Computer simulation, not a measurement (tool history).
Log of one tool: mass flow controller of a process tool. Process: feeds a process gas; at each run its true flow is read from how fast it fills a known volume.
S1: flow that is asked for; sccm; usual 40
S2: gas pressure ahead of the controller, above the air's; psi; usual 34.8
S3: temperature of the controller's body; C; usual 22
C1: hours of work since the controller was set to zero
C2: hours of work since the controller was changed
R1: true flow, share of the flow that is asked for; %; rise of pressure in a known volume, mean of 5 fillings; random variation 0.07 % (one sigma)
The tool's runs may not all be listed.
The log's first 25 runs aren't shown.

run	hour	S1	S2	S3	C1	C2	R1
26	2344.5	18	26.7	26	2808	2808	97.89
27	2474.8	30	26.7	21	2875	2875	97.75
28	2557.5	59	36.5	21	2917	2917	98.39
29	2674.4	59	36.5	21	2977	2977	98.45
30	2788.7	59	36.5	21	3035	3035	98.42
31	2890.4	59	20.3	38	3087	3087	99.23
32	2990.2	18	30.6	38	3138	3138	98.73
33	3069.8	23	34.8	28	3179	3179	98.11
34	3194.7	40	21.5	32	3243	3243	98.43
35	3325.7	30	37.3	27	3310	3310	98.23
# hour 3387.4: gauge calibrated
36	3459	49	24.5	22	3378	3378	98.75
37	3576.3	49	35.7	22	3438	3438	98.97
38	3664.7	49	35.7	22	3483	3483	99
39	3721.6	49	35.7	22	3513	3513	99.02
40	3823.3	49	35.7	22	3565	3565	98.84

4 ways to go on from here, each from the tool as it stands after run 40. What would each give?
A	3886.2	31	26.8	26	3597	3597	?
B	3886.2	83	24.9	27	3597	3597	?
C	3886.2	49	24.2	22	3597	3597	?
D	3886.2	40	23.2	22	3597	3597	?

run	R1
A	98.65
B	99.66
C	98.63
D	98.5
Without the tool's hidden state the same runs would have given:
run	R1
A	98.78
B	99.8
C	98.77
D	98.63
